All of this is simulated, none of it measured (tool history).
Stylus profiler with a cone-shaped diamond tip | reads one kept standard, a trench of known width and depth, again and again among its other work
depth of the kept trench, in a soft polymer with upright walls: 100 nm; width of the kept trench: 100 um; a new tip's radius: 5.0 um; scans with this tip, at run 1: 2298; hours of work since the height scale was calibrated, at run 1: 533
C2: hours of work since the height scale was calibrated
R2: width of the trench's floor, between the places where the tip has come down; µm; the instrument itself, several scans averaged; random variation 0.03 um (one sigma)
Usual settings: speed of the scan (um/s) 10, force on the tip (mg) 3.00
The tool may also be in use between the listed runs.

{"run": 1, "hour": 0.0, "speed of the scan (um/s)": 10, "force on the tip (mg)": 3.0, "scans with this tip": 2298, "C2": 533, "depth of the trench (nm)": 101.61, "R2": 97.81}
{"run": 2, "hour": 69.2, "speed of the scan (um/s)": 10, "force on the tip (mg)": 3.0, "scans with this tip": 2419, "C2": 561, "depth of the trench (nm)": 101.6, "R2": 97.74}
{"run": 3, "hour": 141.0, "speed of the scan (um/s)": 10, "force on the tip (mg)": 4.11, "scans with this tip": 2545, "C2": 590, "depth of the trench (nm)": 102.18, "R2": 97.76}
{"run": 4, "hour": 240.5, "speed of the scan (um/s)": 10, "force on the tip (mg)": 4.11, "scans with this tip": 2719, "C2": 630, "depth of the trench (nm)": 102.07, "R2": 97.75}
{"run": 5, "hour": 309.2, "speed of the scan (um/s)": 10, "force on the tip (mg)": 4.11, "scans with this tip": 2839, "C2": 658, "depth of the trench (nm)": 102.08, "R2": 97.73}
{"run": 6, "hour": 386.6, "speed of the scan (um/s)": 10, "force on the tip (mg)": 4.11, "scans with this tip": 2975, "C2": 690, "depth of the trench (nm)": 102.07, "R2": 97.77}
{"run": 7, "hour": 430.1, "speed of the scan (um/s)": 10, "force on the tip (mg)": 4.11, "scans with this tip": 3051, "C2": 707, "depth of the trench (nm)": 102.1, "R2": 97.66}
{"run": 8, "hour": 512.4, "speed of the scan (um/s)": 3, "force on the tip (mg)": 3.0, "scans with this tip": 3195, "C2": 741, "depth of the trench (nm)": 101.56, "R2": 97.71}
{"run": 9, "hour": 597.9, "speed of the scan (um/s)": 10, "force on the tip (mg)": 1.03, "scans with this tip": 3345, "C2": 776, "depth of the trench (nm)": 100.62, "R2": 97.65}
{"run": 10, "hour": 673.7, "speed of the scan (um/s)": 10, "force on the tip (mg)": 1.03, "scans with this tip": 3477, "C2": 806, "depth of the trench (nm)": 100.47, "R2": 97.61}
{"run": 11, "hour": 765.9, "speed of the scan (um/s)": 10, "force on the tip (mg)": 3.0, "scans with this tip": 3639, "C2": 844, "depth of the trench (nm)": 101.47, "R2": 97.66}
{"run": 12, "hour": 836.3, "speed of the scan (um/s)": 4, "force on the tip (mg)": 4.47, "scans with this tip": 3762, "C2": 872, "depth of the trench (nm)": 102.05, "R2": 97.68}
{"run": 13, "hour": 929.1, "speed of the scan (um/s)": 8, "force on the tip (mg)": 4.82, "scans with this tip": 3924, "C2": 910, "depth of the trench (nm)": 102.21, "R2": 97.62}
{"run": 14, "hour": 999.5, "speed of the scan (um/s)": 10, "force on the tip (mg)": 4.48, "scans with this tip": 4048, "C2": 939, "depth of the trench (nm)": 102.1, "R2": 97.56}
{"run": 15, "hour": 1044.6, "speed of the scan (um/s)": 12, "force on the tip (mg)": 1.82, "scans with this tip": 4127, "C2": 957, "depth of the trench (nm)": 100.91, "R2": 97.58}
{"run": 16, "hour": 1133.4, "speed of the scan (um/s)": 12, "force on the tip (mg)": 1.82, "scans with this tip": 4282, "C2": 993, "depth of the trench (nm)": 100.9, "R2": 97.57}
{"run": 17, "hour": 1211.1, "speed of the scan (um/s)": 12, "force on the tip (mg)": 1.82, "scans with this tip": 4418, "C2": 1025, "depth of the trench (nm)": 100.91, "R2": 97.55}
{"run": 18, "hour": 1307.0, "speed of the scan (um/s)": 12, "force on the tip (mg)": 1.82, "scans with this tip": 4586, "C2": 1063, "depth of the trench (nm)": 100.86, "R2": 97.59}
{"run": 19, "hour": 1375.9, "speed of the scan (um/s)": 39, "force on the tip (mg)": 4.18, "scans with this tip": 4707, "C2": 1092, "depth of the trench (nm)": 101.93, "R2": 97.51}
{"hour": 1450.3, "done": "height scale calibrated on a step standard"}
{"run": 20, "hour": 1450.3, "speed of the scan (um/s)": 10, "force on the tip (mg)": 7.64, "scans with this tip": 4836, "C2": 0, "depth of the trench (nm)": 103.61, "R2": 97.55}
{"run": 21, "hour": 1541.0, "speed of the scan (um/s)": 10, "force on the tip (mg)": 7.64, "scans with this tip": 4995, "C2": 37, "depth of the trench (nm)": 103.67, "R2": 97.5}

4 ways to go on from here, each from the tool as it stands after run 21. What would each give?
{"run": "A", "hour": 1591.2, "speed of the scan (um/s)": 11, "force on the tip (mg)": 2.15, "scans with this tip": 5083, "C2": 57, "depth of the trench (nm)": "?", "R2": "?"}
{"run": "B", "hour": 1591.2, "speed of the scan (um/s)": 10, "force on the tip (mg)": 4.65, "scans with this tip": 5083, "C2": 57, "depth of the trench (nm)": "?", "R2": "?"}
{"run": "C", "hour": 1591.2, "speed of the scan (um/s)": 4, "force on the tip (mg)": 8.18, "scans with this tip": 5083, "C2": 57, "depth of the trench (nm)": "?", "R2": "?"}
{"run": "D", "hour": 1591.2, "speed of the scan (um/s)": 6, "force on the tip (mg)": 1.87, "scans with this tip": 5083, "C2": 57, "depth of the trench (nm)": "?", "R2": "?"}

run=A depth_of_the_trench_(nm)=101.51 R2=97.47
run=B depth_of_the_trench_(nm)=102.60 R2=97.57
run=C depth_of_the_trench_(nm)=103.79 R2=97.50
run=D depth_of_the_trench_(nm)=101.40 R2=97.50
Without the tool's hidden state the same runs would have given:
run=A depth_of_the_trench_(nm)=101.51 R2=97.94
run=B depth_of_the_trench_(nm)=102.60 R2=98.05
run=C depth_of_the_trench_(nm)=103.80 R2=97.98
run=D depth_of_the_trench_(nm)=101.41 R2=97.98
